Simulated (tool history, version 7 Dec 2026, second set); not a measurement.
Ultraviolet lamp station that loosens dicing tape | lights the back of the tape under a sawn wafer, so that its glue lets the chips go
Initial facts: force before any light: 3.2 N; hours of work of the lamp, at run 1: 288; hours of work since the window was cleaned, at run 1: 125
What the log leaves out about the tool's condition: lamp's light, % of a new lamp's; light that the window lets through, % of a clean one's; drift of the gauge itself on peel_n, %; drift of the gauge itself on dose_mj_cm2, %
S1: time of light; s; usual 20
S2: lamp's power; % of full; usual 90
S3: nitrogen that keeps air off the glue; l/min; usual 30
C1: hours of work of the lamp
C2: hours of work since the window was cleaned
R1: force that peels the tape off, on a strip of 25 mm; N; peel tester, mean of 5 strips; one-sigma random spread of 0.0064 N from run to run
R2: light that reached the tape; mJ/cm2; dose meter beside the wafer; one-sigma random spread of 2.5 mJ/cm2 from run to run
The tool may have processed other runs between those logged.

{"run": 1, "hour": 0.0, "S1": 20, "S2": 90, "S3": 30, "C1": 288, "C2": 125, "R1": 0.319, "R2": 224}
{"run": 2, "hour": 25.3, "S1": 20, "S2": 90, "S3": 30, "C1": 302, "C2": 138, "R1": 0.346, "R2": 222}
{"run": 3, "hour": 46.4, "S1": 20, "S2": 90, "S3": 14, "C1": 313, "C2": 149, "R1": 0.468, "R2": 215}
{"run": 4, "hour": 83.0, "S1": 20, "S2": 90, "S3": 30, "C1": 332, "C2": 168, "R1": 0.366, "R2": 212}
{"run": 5, "hour": 118.3, "S1": 20, "S2": 90, "S3": 30, "C1": 351, "C2": 187, "R1": 0.376, "R2": 212}
{"run": 6, "hour": 134.7, "S1": 20, "S2": 90, "S3": 30, "C1": 359, "C2": 195, "R1": 0.395, "R2": 206}
{"hour": 144.9, "done": "window cleaned of glue's vapour"}
{"run": 7, "hour": 151.1, "S1": 20, "S2": 90, "S3": 30, "C1": 368, "C2": 3, "R1": 0.338, "R2": 222}
{"run": 8, "hour": 176.3, "S1": 20, "S2": 90, "S3": 30, "C1": 381, "C2": 17, "R1": 0.346, "R2": 221}
{"run": 9, "hour": 207.0, "S1": 20, "S2": 90, "S3": 30, "C1": 397, "C2": 33, "R1": 0.358, "R2": 216}
{"run": 10, "hour": 230.2, "S1": 20, "S2": 90, "S3": 30, "C1": 409, "C2": 45, "R1": 0.364, "R2": 213}
{"run": 11, "hour": 256.1, "S1": 20, "S2": 90, "S3": 30, "C1": 423, "C2": 58, "R1": 0.356, "R2": 210}
{"run": 12, "hour": 272.6, "S1": 20, "S2": 90, "S3": 30, "C1": 431, "C2": 67, "R1": 0.377, "R2": 207}
{"run": 13, "hour": 297.7, "S1": 22, "S2": 90, "S3": 30, "C1": 445, "C2": 80, "R1": 0.337, "R2": 224}
{"run": 14, "hour": 318.8, "S1": 29, "S2": 90, "S3": 33, "C1": 456, "C2": 91, "R1": 0.189, "R2": 289}
{"run": 15, "hour": 345.0, "S1": 29, "S2": 90, "S3": 33, "C1": 469, "C2": 105, "R1": 0.188, "R2": 285}
{"run": 16, "hour": 376.0, "S1": 29, "S2": 90, "S3": 33, "C1": 486, "C2": 121, "R1": 0.191, "R2": 280}
{"run": 17, "hour": 399.9, "S1": 29, "S2": 65, "S3": 37, "C1": 498, "C2": 134, "R1": 0.37, "R2": 202}
{"run": 18, "hour": 418.3, "S1": 15, "S2": 73, "S3": 25, "C1": 508, "C2": 144, "R1": 1.005, "R2": 114}
{"run": 19, "hour": 454.9, "S1": 15, "S2": 84, "S3": 25, "C1": 527, "C2": 163, "R1": 0.829, "R2": 125}
{"run": 20, "hour": 479.5, "S1": 33, "S2": 76, "S3": 16, "C1": 540, "C2": 176, "R1": 0.34, "R2": 254}
{"run": 21, "hour": 508.6, "S1": 22, "S2": 90, "S3": 46, "C1": 555, "C2": 191, "R1": 0.378, "R2": 198}
{"hour": 529.4, "done": "window cleaned of glue's vapour"}
{"run": 22, "hour": 532.8, "S1": 30, "S2": 66, "S3": 54, "C1": 568, "C2": 2, "R1": 0.307, "R2": 205}
{"run": 23, "hour": 565.5, "S1": 14, "S2": 95, "S3": 24, "C1": 585, "C2": 19, "R1": 0.798, "R2": 133}
{"run": 24, "hour": 591.3, "S1": 25, "S2": 78, "S3": 19, "C1": 599, "C2": 32, "R1": 0.484, "R2": 197}
{"run": 25, "hour": 614.8, "S1": 25, "S2": 78, "S3": 19, "C1": 611, "C2": 45, "R1": 0.507, "R2": 195}
{"run": 26, "hour": 649.4, "S1": 40, "S2": 78, "S3": 19, "C1": 629, "C2": 63, "R1": 0.206, "R2": 304}

Forecast each of these 3 alternatives for the next run:
{"run": "A", "hour": 664.9, "S1": 40, "S2": 78, "S3": 14, "C1": 637, "C2": 71, "R1": "?", "R2": "?"}
{"run": "B", "hour": 664.9, "S1": 21, "S2": 63, "S3": 10, "C1": 637, "C2": 71, "R1": "?", "R2": "?"}
{"run": "C", "hour": 664.9, "S1": 40, "S2": 78, "S3": 27, "C1": 637, "C2": 71, "R1": "?", "R2": "?"}

run=A R1=0.269 R2=299
run=B R1=1.175 R2=124
run=C R1=0.195 R2=295
Without the tool's unlogged condition, the same runs would have read:
run=A R1=0.099 R2=501
run=B R1=0.609 R2=209
run=C R1=0.085 R2=494
